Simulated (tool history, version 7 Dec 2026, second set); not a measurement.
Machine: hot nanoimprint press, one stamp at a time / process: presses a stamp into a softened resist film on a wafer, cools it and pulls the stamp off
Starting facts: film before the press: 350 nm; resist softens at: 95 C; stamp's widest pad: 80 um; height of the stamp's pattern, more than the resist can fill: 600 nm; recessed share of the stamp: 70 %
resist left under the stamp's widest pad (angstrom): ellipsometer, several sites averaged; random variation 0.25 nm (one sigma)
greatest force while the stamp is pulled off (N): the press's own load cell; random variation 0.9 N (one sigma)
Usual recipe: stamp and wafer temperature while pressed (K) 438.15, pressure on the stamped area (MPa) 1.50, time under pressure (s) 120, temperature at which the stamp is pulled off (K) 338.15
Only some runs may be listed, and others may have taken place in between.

run,hour,stamp and wafer temperature while pressed (K),pressure on the stamped area (MPa),time under pressure (s),temperature at which the stamp is pulled off (K),resist left under the stamp's widest pad (angstrom),greatest force while the stamp is pulled off (N)
1,0.0,438.15,1.50,120,338.15,1435,110.8
2,20.1,438.15,1.50,120,338.15,1434,112.5
3,42.9,438.15,1.50,120,338.15,1431,112.4
4,58.8,438.15,1.30,120,338.15,1551,112.4
5,70.7,438.15,1.30,120,338.15,1546,113.6
6,93.5,438.15,1.50,120,340.15,1429,109.4
7,107.0,438.15,1.92,120,328.15,1244,131.2
8,125.5,432.15,1.92,120,328.15,1485,132.5
9,143.4,438.15,0.97,100,338.15,1907,114.6
10,160.4,438.15,2.16,120,330.15,1158,129.3

Forecast each of these 4 alternatives for the next run:
A,180.2,442.15,2.16,78,330.15,?,?
B,180.2,444.15,1.50,102,338.15,?,?
C,180.2,438.15,1.50,91,338.15,?,?
D,180.2,438.15,2.16,195,343.15,?,?

run,resist left under the stamp's widest pad (angstrom),greatest force while the stamp is pulled off (N)
A,1205,129.2
B,1282,111.7
C,1564,114.9
D,978,102.5
With no hidden state in the tool, these same runs would have given:
run,resist left under the stamp's widest pad (angstrom),greatest force while the stamp is pulled off (N)
A,1196,125.2
B,1279,108.3
C,1563,111.4
D,971,99.5
